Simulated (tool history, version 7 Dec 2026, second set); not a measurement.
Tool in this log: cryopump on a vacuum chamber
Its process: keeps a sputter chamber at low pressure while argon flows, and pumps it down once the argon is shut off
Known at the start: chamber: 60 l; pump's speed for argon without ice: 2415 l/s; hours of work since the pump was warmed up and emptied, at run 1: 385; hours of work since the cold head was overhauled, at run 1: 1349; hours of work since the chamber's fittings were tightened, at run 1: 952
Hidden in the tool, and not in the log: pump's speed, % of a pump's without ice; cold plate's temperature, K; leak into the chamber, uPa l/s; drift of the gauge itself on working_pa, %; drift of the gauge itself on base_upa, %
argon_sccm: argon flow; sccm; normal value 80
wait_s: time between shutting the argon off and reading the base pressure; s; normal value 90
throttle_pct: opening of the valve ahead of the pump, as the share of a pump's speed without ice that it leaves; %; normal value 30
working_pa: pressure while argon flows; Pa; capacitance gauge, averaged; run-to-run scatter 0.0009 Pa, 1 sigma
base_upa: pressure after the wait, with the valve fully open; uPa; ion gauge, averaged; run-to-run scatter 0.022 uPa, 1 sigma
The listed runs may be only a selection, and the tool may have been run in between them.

run     day  argon_sccm  wait_s  throttle_pct  hours of work since the pump was warmed up and emptied  hours of work since the cold head was overhauled  hours of work since the chamber's fittings were tightened  working_pa  base_upa
  1       0          80      90            30                                                     385                                              1349                                                        952      0.1936      0.98
  2   2.308          80      90            30                                                     422                                              1386                                                        989      0.1952      0.97
  3     3.3          80      90            30                                                     438                                              1402                                                       1005      0.1952      0.93
  4   4.767          80      90            30                                                     461                                              1426                                                       1028      0.1945      0.99
  5   7.046          80      90            30                                                     498                                              1462                                                       1065      0.1945      1.03
  6   8.725          80      90            30                                                     525                                              1489                                                       1092      0.1969      1.04
  7  10.829          80      90            30                                                     559                                              1523                                                       1126      0.1971      1.03
  8  12.421          80      90            30                                                     584                                              1549                                                       1152         0.2      1.07
  9  13.521          80      90            30                                                     602                                              1566                                                       1169      0.1986      1.08
 10  15.058          41      55            53                                                     627                                              1591                                                       1194      0.0596      1.35
 11  16.142          41      55            53                                                     644                                              1608                                                       1211        0.06      1.36
 12  18.425          43      68            30                                                     681                                              1645                                                       1248      0.1068      1.24
 13  20.317          43      41            30                                                     711                                              1676                                                       1278      0.1076      1.76
 14  22.533         110     255            30                                                     747                                              1711                                                       1314      0.2783      0.79
 15  24.021         110     255            30                                                     771                                              1735                                                       1338      0.2794      0.78
 16  25.842         155      26            36                                                     800                                              1764                                                       1367      0.3323      2.44
     27.142  -- leaking fittings of the chamber tightened, without venting
 17   27.95         155      26            36                                                     833                                              1797                                                         13      0.3388      1.95
 18    29.7         155      26            36                                                     861                                              1825                                                         41      0.3366      1.97

For some of the steps in working_pa from one run to the next: how much would appear even if the tool had no hidden state, given the settings, what came in and random variation, and how much remains for the hidden state plus any gauge scatter that the measured result and the result without hidden state don't share?
Run 13 -> 14: argon_sccm 43 -> 110, wait_s 41 -> 255. working_pa +0.1707 Pa: hidden state +0.0137, all else +0.157.
